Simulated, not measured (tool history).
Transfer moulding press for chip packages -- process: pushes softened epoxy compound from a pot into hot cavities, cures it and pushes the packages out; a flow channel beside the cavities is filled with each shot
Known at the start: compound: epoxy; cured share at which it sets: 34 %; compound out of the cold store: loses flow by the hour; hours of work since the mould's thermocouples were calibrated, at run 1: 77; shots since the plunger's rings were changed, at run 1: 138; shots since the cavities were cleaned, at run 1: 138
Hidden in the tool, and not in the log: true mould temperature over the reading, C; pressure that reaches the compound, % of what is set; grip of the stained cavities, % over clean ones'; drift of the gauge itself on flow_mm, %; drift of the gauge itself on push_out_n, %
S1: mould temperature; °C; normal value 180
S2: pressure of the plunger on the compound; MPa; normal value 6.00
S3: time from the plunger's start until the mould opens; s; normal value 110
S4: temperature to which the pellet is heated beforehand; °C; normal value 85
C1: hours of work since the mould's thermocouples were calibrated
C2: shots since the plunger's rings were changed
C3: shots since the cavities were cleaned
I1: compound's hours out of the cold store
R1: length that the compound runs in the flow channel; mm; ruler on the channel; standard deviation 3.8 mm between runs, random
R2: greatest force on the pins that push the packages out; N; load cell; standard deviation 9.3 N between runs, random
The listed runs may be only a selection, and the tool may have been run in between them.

Run 1, hour 0.0: usual settings; C1 77; C2 138; C3 138; I1 23.4. Result: R1 586 mm, R2 547 N.
Run 2, hour 28.4: usual settings; C1 97; C2 451; C3 451; I1 24.7. Result: R1 572 mm, R2 726 N.
Run 3, hour 42.1: usual settings; C1 106; C2 602; C3 602; I1 24.2. Result: R1 584 mm, R2 744 N.
At hour 47.5: cavities cleaned with cleaning compound and waxed.
Run 4, hour 67.7: usual settings; C1 123; C2 866; C3 222; I1 13.2. Result: R1 597 mm, R2 594 N.
Run 5, hour 89.2: usual settings; C1 138; C2 1103; C3 459; I1 45.6. Result: R1 538 mm, R2 718 N.
At hour 108.1: cavities cleaned with cleaning compound and waxed.
Run 6, hour 120.8: usual settings; C1 159; C2 1434; C3 139; I1 41.7. Result: R1 541 mm, R2 570 N.
Run 7, hour 147.0: usual settings but S1 178 °C; C1 177; C2 1722; C3 427; I1 33.6. Result: R1 553 mm, R2 791 N.
At hour 170.2: cavities cleaned with cleaning compound and waxed.
Run 8, hour 174.5: usual settings but S1 178 °C; C1 195; C2 2008; C3 48; I1 9.4. Result: R1 599 mm, R2 518 N.
Run 9, hour 203.5: usual settings but S4 81 °C; C1 215; C2 2327; C3 367; I1 35.6. Result: R1 549 mm, R2 699 N.
At hour 232.4: cavities cleaned with cleaning compound and waxed.
Run 10, hour 234.1: usual settings but S4 81 °C; C1 235; C2 2647; C3 19; I1 40.2. Result: R1 540 mm, R2 422 N.
Run 11, hour 252.7: usual settings; C1 248; C2 2852; C3 224; I1 14.9. Result: R1 583 mm, R2 637 N.
Run 12, hour 271.8: usual settings; C1 261; C2 3062; C3 434; I1 9.0. Result: R1 588 mm, R2 738 N.
At hour 293.1: cavities cleaned with cleaning compound and waxed.
Run 13, hour 293.7: usual settings; C1 275; C2 3286; C3 7; I1 34.1. Result: R1 544 mm, R2 440 N.
Run 14, hour 309.7: usual settings but S3 116 s; C1 286; C2 3462; C3 183; I1 25.1. Result: R1 568 mm, R2 550 N.
Run 15, hour 325.4: usual settings but S2 4.69 MPa, S4 84 °C; C1 297; C2 3634; C3 355; I1 18.3. Result: R1 500 mm, R2 672 N.
Run 16, hour 349.2: usual settings but S1 185 °C, S2 5.24 MPa, S4 89 °C; C1 314; C2 3896; C3 617; I1 24.2. Result: R1 518 mm, R2 667 N.
At hour 353.3: cavities cleaned with cleaning compound and waxed.
Run 17, hour 364.1: usual settings but S1 185 °C, S2 5.24 MPa, S3 147 s, S4 94 °C; C1 323; C2 4044; C3 119; I1 46.3. Result: R1 479 mm, R2 410 N.
At hour 377.9: plunger's sealing rings changed.
Run 18, hour 391.1: usual settings but S1 176 °C, S2 5.95 MPa, S3 102 s, S4 92 °C; C1 340; C2 145; C3 388; I1 22.8. Result: R1 586 mm, R2 1049 N.
Run 19, hour 405.4: usual settings but S1 173 °C, S2 4.94 MPa, S3 130 s, S4 79 °C; C1 350; C2 302; C3 545; I1 43.5. Result: R1 511 mm, R2 825 N.
At hour 416.9: cavities cleaned with cleaning compound and waxed.
Run 20, hour 425.6: usual settings but S1 173 °C, S2 4.94 MPa, S3 130 s, S4 79 °C; C1 363; C2 508; C3 96; I1 11.7. Result: R1 557 mm, R2 611 N.
Run 21, hour 449.4: usual settings but S1 173 °C, S2 4.94 MPa, S3 130 s, S4 79 °C; C1 379; C2 770; C3 358; I1 20.9. Result: R1 539 mm, R2 785 N.
Run 22, hour 473.6: usual settings but S1 173 °C, S2 4.94 MPa, S3 130 s, S4 79 °C; C1 396; C2 1036; C3 624; I1 39.4. Result: R1 519 mm, R2 878 N.
At hour 477.2: cavities cleaned with cleaning compound and waxed.
Run 23, hour 489.8: usual settings but S4 80 °C; C1 406; C2 1197; C3 138; I1 19.9. Result: R1 587 mm, R2 564 N.
Run 24, hour 516.4: usual settings but S1 187 °C, S2 5.95 MPa; C1 424; C2 1490; C3 431; I1 28.2. Result: R1 547 mm, R2 564 N.
Run 25, hour 531.2: usual settings but S1 187 °C, S2 5.95 MPa, S3 134 s; C1 435; C2 1652; C3 593; I1 37.5. Result: R1 537 mm, R2 583 N.
At hour 537.7: cavities cleaned with cleaning compound and waxed.
Run 26, hour 549.0: usual settings but S1 186 °C, S2 5.63 MPa, S3 102 s, S4 79 °C; C1 446; C2 1832; C3 124; I1 21.1. Result: R1 549 mm, R2 508 N.
Run 27, hour 566.1: usual settings but S1 186 °C, S2 5.63 MPa, S3 102 s, S4 79 °C; C1 458; C2 2020; C3 312; I1 10.7. Result: R1 565 mm, R2 609 N.
Run 28, hour 584.3: usual settings but S1 186 °C, S2 5.63 MPa, S3 102 s, S4 79 °C; C1 470; C2 2220; C3 512; I1 14.1. Result: R1 558 mm, R2 650 N.

Some steps in R1 between neighbouring runs. How much of each would the tool show without its hidden state too (settings, what came in, random variation), and how much is left for the hidden state, with any gauge scatter that isn't in both results?
Run 1 -> 2: nothing adjusted, nothing logged. R1 -14 mm: hidden state -2, all else -12.
Run 17 -> 18: S1 185 -> 176, S2 5.24 -> 5.95, S3 147 -> 102, S4 94 -> 92, plunger's sealing rings changed. R1 +107 mm: hidden state +22, all else +85.
Run 18 -> 19: S1 176 -> 173, S2 5.95 -> 4.94, S3 102 -> 130, S4 92 -> 79. R1 -75 mm: hidden state -1, all else -74.
